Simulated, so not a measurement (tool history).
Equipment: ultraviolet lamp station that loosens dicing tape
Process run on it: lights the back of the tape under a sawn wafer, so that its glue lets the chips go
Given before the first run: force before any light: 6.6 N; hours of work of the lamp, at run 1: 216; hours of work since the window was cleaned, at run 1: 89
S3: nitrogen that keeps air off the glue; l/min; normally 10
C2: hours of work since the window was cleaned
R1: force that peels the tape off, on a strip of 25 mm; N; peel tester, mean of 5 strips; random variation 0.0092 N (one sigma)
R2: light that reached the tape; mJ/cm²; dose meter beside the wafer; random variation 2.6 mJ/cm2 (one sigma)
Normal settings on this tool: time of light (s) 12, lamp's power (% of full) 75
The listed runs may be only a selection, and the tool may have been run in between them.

Run 1, hour 0: usual settings; hours of work of the lamp 216; C2 89. Result: R1 0.542 N, R2 281 mJ/cm².
Run 2, hour 43.7: usual settings; hours of work of the lamp 242; C2 115. Result: R1 0.565 N, R2 279 mJ/cm².
Run 3, hour 76.9: usual settings; hours of work of the lamp 262; C2 135. Result: R1 0.578 N, R2 275 mJ/cm².
Run 4, hour 105.1: usual settings; hours of work of the lamp 279; C2 152. Result: R1 0.606 N, R2 268 mJ/cm².
Run 5, hour 133.3: usual settings but S3 19 l/min; hours of work of the lamp 296; C2 169. Result: R1 0.419 N, R2 262 mJ/cm².
Run 6, hour 172.8: usual settings but S3 19 l/min; hours of work of the lamp 320; C2 193. Result: R1 0.446 N, R2 258 mJ/cm².
Run 7, hour 231.9: usual settings but S3 19 l/min; hours of work of the lamp 355; C2 229. Result: R1 0.5 N, R2 251 mJ/cm².
Run 8, hour 275.5: usual settings; hours of work of the lamp 382; C2 255. Result: R1 0.774 N, R2 245 mJ/cm².
At hour 285: window cleaned of glue's vapour.
Run 9, hour 305: usual settings but lamp's power (% of full) 85, S3 3 l/min; hours of work of the lamp 399; C2 12. Result: R1 1.102 N, R2 305 mJ/cm².
Run 10, hour 338.3: usual settings but time of light (s) 24, lamp's power (% of full) 69; hours of work of the lamp 419; C2 32. Result: R1 0.144 N, R2 481 mJ/cm².
Run 11, hour 376.2: usual settings but time of light (s) 9, lamp's power (% of full) 86, S3 4 l/min; hours of work of the lamp 442; C2 55. Result: R1 1.553 N, R2 221 mJ/cm².
Run 12, hour 414.2: usual settings but time of light (s) 9, lamp's power (% of full) 86, S3 4 l/min; hours of work of the lamp 465; C2 78. Result: R1 1.587 N, R2 219 mJ/cm².
Run 13, hour 469.2: usual settings but time of light (s) 9, lamp's power (% of full) 86, S3 4 l/min; hours of work of the lamp 498; C2 111. Result: R1 1.675 N, R2 214 mJ/cm².
Run 14, hour 522.1: usual settings but time of light (s) 9, lamp's power (% of full) 86, S3 4 l/min; hours of work of the lamp 530; C2 143. Result: R1 1.789 N, R2 205 mJ/cm².

Forecast each of these 3 alternatives for the next run:
Run A, hour 573.6: usual settings but lamp's power (% of full) 62, S3 11 l/min; hours of work of the lamp 561; C2 174. Result: R1 ?, R2 ?.
Run B, hour 573.6: usual settings but time of light (s) 21, S3 4 l/min; hours of work of the lamp 561; C2 174. Result: R1 ?, R2 ?.
Run C, hour 573.6: usual settings but time of light (s) 9, lamp's power (% of full) 63, S3 4 l/min; hours of work of the lamp 561; C2 174. Result: R1 ?, R2 ?.

run     R1   R2
  A   1.14  189
  B  0.525  396
  C  2.594  146
Had the tool no hidden state, the same runs would have come out as:
run     R1   R2
  A   0.56  272
  B   0.21  570
  C  1.738  209
